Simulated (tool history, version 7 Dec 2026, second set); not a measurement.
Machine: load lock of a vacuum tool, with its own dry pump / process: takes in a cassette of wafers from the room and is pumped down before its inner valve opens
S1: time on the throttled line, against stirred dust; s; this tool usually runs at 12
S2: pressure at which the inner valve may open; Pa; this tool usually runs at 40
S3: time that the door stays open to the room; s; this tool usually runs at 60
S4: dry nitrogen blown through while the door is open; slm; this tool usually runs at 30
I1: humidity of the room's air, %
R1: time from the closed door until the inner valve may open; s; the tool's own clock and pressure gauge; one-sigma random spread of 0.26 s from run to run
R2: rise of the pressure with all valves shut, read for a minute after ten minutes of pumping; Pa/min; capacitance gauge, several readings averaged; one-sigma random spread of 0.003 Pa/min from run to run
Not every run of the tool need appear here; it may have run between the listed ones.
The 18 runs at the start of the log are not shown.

run	hour	S1	S2	S3	S4	I1	R1	R2
19	2357.6	12	40	60	30	46.1	19.1	0.043
20	2505.6	12	40	60	30	42.7	19.3	0.053
21	2639.0	12	40	60	30	41.1	19.7	0.055
22	2742.7	12	40	60	30	46.2	19.3	0.063
23	2815.9	12	29	116	30	41.7	20.1	0.066
24	2893.8	12	33	60	30	47.5	19.1	0.074
25	3051.4	12	33	60	30	43.7	19.3	0.079
26	3216.2	8	33	60	30	44.9	16.3	0.092
27	3333.2	7	40	60	7	43.9	15.9	0.117
28	3483.7	12	54	89	30	42.3	18.9	0.112
29	3577.4	12	41	89	30	44.8	18.6	0.127
30	3647.7	12	29	60	41	46.9	19.7	0.127
31	3813.3	19	33	138	13	42.4	24.8	0.156
32	3975.0	8	33	46	14	39.9	16.8	0.156
33	4140.6	21	33	99	8	44.2	26.3	0.189
34	4230.7	21	33	99	8	43.2	26.1	0.195
35	4333.0	21	33	99	8	43.5	26.5	0.205
36	4496.1	21	33	99	8	46.0	26.9	0.228
37	4614.6	9	37	60	30	42.2	16.9	0.220

What if the next run were any one of these 4? Each begins from the tool's condition after run 37:
A	4689.0	9	37	34	13	49.2	?	?
B	4689.0	9	37	60	30	42.9	?	?
C	4689.0	9	36	26	30	45.3	?	?
D	4689.0	24	37	195	30	44.9	?	?

run	R1	R2
A	17.2	0.235
B	16.9	0.230
C	17.5	0.229
D	28.5	0.242
Had the tool no hidden state, the same runs would have come out as:
run	R1	R2
A	16.7	0.022
B	16.4	0.017
C	16.9	0.016
D	28.2	0.030
